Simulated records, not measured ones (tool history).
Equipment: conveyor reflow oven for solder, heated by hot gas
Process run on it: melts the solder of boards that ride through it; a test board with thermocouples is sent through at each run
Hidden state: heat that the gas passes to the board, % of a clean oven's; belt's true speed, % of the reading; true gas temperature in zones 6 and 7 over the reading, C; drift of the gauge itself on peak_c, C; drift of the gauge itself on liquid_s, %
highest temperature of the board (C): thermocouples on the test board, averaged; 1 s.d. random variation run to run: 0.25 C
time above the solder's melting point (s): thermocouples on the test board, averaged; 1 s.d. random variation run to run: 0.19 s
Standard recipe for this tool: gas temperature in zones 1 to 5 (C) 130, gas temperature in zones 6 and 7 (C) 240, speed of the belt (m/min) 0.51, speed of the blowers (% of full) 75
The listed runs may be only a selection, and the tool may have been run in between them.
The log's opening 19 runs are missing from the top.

run   hour  gas temperature in zones 1 to 5 (C)  gas temperature in zones 6 and 7 (C)  speed of the belt (m/min)  speed of the blowers (% of full)  hours of work since the flux was cleaned out  hours of work since the belt drive was overhauled  hours of work since the thermocouples were changed  highest temperature of the board (C)  time above the solder's melting point (s)
 20  278.2                                  136                                   250                       0.42                                76                                            93                                                700                                                 499                                 239.1                                       78.1
 21  294.3                                  136                                   250                       0.42                                76                                           106                                                712                                                 511                                 239.3                                       78.4
 22    313                                  143                                   240                       0.51                                84                                           120                                                727                                                 526                                 226.2                                       60.7
 23  322.1                                  120                                   240                       0.51                                73                                           127                                                734                                                 533                                 220.3                                       49.9
 24  340.6                                  130                                   242                       0.51                                75                                           142                                                748                                                 547                                 224.6                                       55.1
 25  356.6                                  115                                   242                       0.51                                78                                           154                                                760                                                 559                                   223                                       50.3
 26  370.2                                  115                                   242                      0.413                                52                                           164                                                771                                                 570                                 224.3                                       63.6
 27  380.3                                  115                                   233                      0.413                                52                                           172                                                779                                                 578                                 215.9                                       56.9
 28  395.6                                  128                                   232                      0.461                                82                                           184                                                790                                                 589                                 219.8                                       58.1
 29  412.7                                  130                                   243                      0.414                                75                                           197                                                804                                                 602                                 231.7                                       73.7
 30  423.1                                  122                                   240                       0.44                                87                                           205                                                812                                                 611                                 228.7                                       65.2
 31    442                                  128                                   230                      0.523                                75                                           220                                                826                                                 625                                 212.3                                       45.4

4 options for the next run, each taken on its own from the tool as it stands now. Forecast them:
  A  459.3                                  130                                   242                       0.51                                69                                           233                                                839                                                 638                                     ?                                          ?
  B  459.3                                  128                                   230                      0.523                                57                                           233                                                839                                                 638                                     ?                                          ?
  C  459.3                                  128                                   230                      0.484                                75                                           233                                                839                                                 638                                     ?                                          ?
  D  459.3                                  128                                   230                      0.573                                76                                           233                                                839                                                 638                                     ?                                          ?

run  highest temperature of the board (C)  time above the solder's melting point (s)
  A                                 223.4                                         54
  B                                 208.3                                       40.4
  C                                 215.4                                       51.6
  D                                 209.9                                       38.3
Without the tool's hidden state the same runs would have given:
run  highest temperature of the board (C)  time above the solder's melting point (s)
  A                                 223.4                                         54
  B                                 208.3                                       40.3
  C                                 215.4                                       51.6
  D                                 209.9                                       38.3

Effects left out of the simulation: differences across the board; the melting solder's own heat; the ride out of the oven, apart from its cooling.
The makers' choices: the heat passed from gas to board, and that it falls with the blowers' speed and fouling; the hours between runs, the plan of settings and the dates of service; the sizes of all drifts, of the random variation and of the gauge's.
